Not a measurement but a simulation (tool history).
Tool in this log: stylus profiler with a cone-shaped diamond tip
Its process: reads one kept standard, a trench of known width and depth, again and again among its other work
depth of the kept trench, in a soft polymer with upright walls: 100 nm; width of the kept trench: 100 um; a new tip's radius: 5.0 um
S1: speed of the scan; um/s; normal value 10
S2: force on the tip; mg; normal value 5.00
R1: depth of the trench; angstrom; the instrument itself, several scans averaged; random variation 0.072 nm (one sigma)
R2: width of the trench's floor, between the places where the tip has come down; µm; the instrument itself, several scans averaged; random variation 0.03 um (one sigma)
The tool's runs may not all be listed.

run 1 hour=0.0 | S1=10 S2=5.00 | R1=1026.9 R2=97.95
run 2 hour=75.9 | S1=10 S2=5.00 | R1=1025.7 R2=97.95
run 3 hour=135.6 | S1=10 S2=5.00 | R1=1027.0 R2=97.95
run 4 hour=219.9 | S1=10 S2=8.60 | R1=1038.3 R2=97.99
run 5 hour=295.6 | S1=10 S2=8.60 | R1=1038.7 R2=97.99
run 6 hour=387.8 | S1=10 S2=4.26 | R1=1024.7 R2=97.93
-- hour=455.6 new tip fitted, height scale calibrated
run 7 hour=457.2 | S1=10 S2=4.26 | R1=1023.3 R2=97.97
run 8 hour=530.7 | S1=10 S2=4.26 | R1=1023.0 R2=97.94
run 9 hour=596.4 | S1=18 S2=4.52 | R1=1024.6 R2=97.94
run 10 hour=675.9 | S1=4 S2=3.71 | R1=1021.8 R2=97.99
run 11 hour=771.1 | S1=11 S2=3.71 | R1=1020.5 R2=98.03
run 12 hour=875.7 | S1=40 S2=3.38 | R1=1020.3 R2=97.86
run 13 hour=918.8 | S1=5 S2=2.90 | R1=1018.9 R2=97.96
run 14 hour=964.5 | S1=9 S2=3.25 | R1=1019.2 R2=98.00
run 15 hour=1058.8 | S1=9 S2=3.25 | R1=1018.8 R2=97.96

Here are 4 independent what-if runs from the current tool condition. What would each one return?
run A hour=1143.7 | S1=24 S2=4.81 | R1=? R2=?
run B hour=1143.7 | S1=9 S2=7.09 | R1=? R2=?
run C hour=1143.7 | S1=5 S2=3.53 | R1=? R2=?
run D hour=1143.7 | S1=2 S2=4.10 | R1=? R2=?

run=A R1=1026.1 R2=97.97
run=B R1=1033.4 R2=98.00
run=C R1=1020.9 R2=98.01
run=D R1=1024.0 R2=98.02
What these runs would have given with no unlogged condition in the tool:
run=A R1=1026.0 R2=97.97
run=B R1=1033.3 R2=98.01
run=C R1=1020.9 R2=98.02
run=D R1=1023.9 R2=98.02
